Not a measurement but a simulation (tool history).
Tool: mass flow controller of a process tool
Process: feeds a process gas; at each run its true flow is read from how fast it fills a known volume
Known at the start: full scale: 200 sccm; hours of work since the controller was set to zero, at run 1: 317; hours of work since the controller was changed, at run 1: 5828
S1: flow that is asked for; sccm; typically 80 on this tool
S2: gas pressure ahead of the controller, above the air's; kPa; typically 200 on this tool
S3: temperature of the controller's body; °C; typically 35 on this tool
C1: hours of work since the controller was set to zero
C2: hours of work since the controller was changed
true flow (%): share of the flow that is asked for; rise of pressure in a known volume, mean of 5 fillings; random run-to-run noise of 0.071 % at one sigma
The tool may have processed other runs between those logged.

Run 1, day 0.000: usual settings; C1 317; C2 5828. Result: true flow (%) 100.49.
Run 2, day 13.362: usual settings; C1 529; C2 6039. Result: true flow (%) 100.33.
Run 3, day 35.200: usual settings; C1 874; C2 6384. Result: true flow (%) 100.43.
Run 4, day 54.608: usual settings; C1 1181; C2 6691. Result: true flow (%) 100.37.
Run 5, day 66.471: usual settings; C1 1368; C2 6878. Result: true flow (%) 100.40.
Run 6, day 80.262: usual settings but S1 51 sccm; C1 1586; C2 7096. Result: true flow (%) 100.22.
Run 7, day 101.433: usual settings but S1 51 sccm; C1 1921; C2 7431. Result: true flow (%) 100.23.
Run 8, day 113.658: usual settings but S1 51 sccm; C1 2114; C2 7624. Result: true flow (%) 100.17.
Run 9, day 124.096: usual settings but S1 51 sccm; C1 2279; C2 7789. Result: true flow (%) 100.32.
Run 10, day 143.138: usual settings but S1 51 sccm, S3 20 °C; C1 2580; C2 8090. Result: true flow (%) 98.76.
Run 11, day 160.200: usual settings but S1 51 sccm, S3 20 °C; C1 2850; C2 8360. Result: true flow (%) 98.79.
Run 12, day 176.175: usual settings but S1 51 sccm, S3 20 °C; C1 3102; C2 8612. Result: true flow (%) 98.72.
Run 13, day 187.262: usual settings; C1 3277; C2 8788. Result: true flow (%) 100.45.
Run 14, day 197.442: usual settings but S2 190 kPa; C1 3438; C2 8949. Result: true flow (%) 100.57.
Run 15, day 206.538: usual settings but S1 134 sccm, S3 20 °C; C1 3582; C2 9092. Result: true flow (%) 99.12.
Run 16, day 216.050: usual settings but S1 190 sccm, S2 147 kPa, S3 24 °C; C1 3732; C2 9243. Result: true flow (%) 100.23.
Run 17, day 235.029: usual settings but S1 30 sccm, S2 163 kPa, S3 32 °C; C1 4032; C2 9543. Result: true flow (%) 100.17.
Run 18, day 245.867: usual settings but S1 42 sccm, S2 207 kPa; C1 4204; C2 9714. Result: true flow (%) 100.04.
At day 263.512: controller exchanged for a calibrated one.
Run 19, day 264.546: usual settings but S1 191 sccm, S2 261 kPa; C1 16; C2 16. Result: true flow (%) 100.54.
Run 20, day 285.775: usual settings but S1 191 sccm, S2 261 kPa; C1 352; C2 352. Result: true flow (%) 100.56.
Run 21, day 299.779: usual settings but S1 25 sccm, S2 155 kPa, S3 23 °C; C1 573; C2 573. Result: true flow (%) 99.16.
Run 22, day 311.679: usual settings but S1 35 sccm, S2 159 kPa, S3 24 °C; C1 761; C2 761. Result: true flow (%) 99.22.
Run 23, day 330.792: usual settings but S1 178 sccm, S2 159 kPa, S3 32 °C; C1 1063; C2 1063. Result: true flow (%) 100.76.
Run 24, day 344.283: usual settings but S1 178 sccm, S2 159 kPa, S3 32 °C; C1 1277; C2 1277. Result: true flow (%) 100.87.
Run 25, day 366.088: usual settings but S1 45 sccm, S2 153 kPa, S3 28 °C; C1 1621; C2 1621. Result: true flow (%) 99.86.
Run 26, day 379.858: usual settings but S1 176 sccm, S2 162 kPa; C1 1839; C2 1839. Result: true flow (%) 101.12.

Take each entry between the runs: how does the hidden state at the last listed run before it differ from the hidden state at the first listed run after it?
After run 18, before run 19: controller exchanged for a calibrated one (day 263.512)
  flow at rest that the sensor doesn't see, % of full scale: -0.003 -> 0
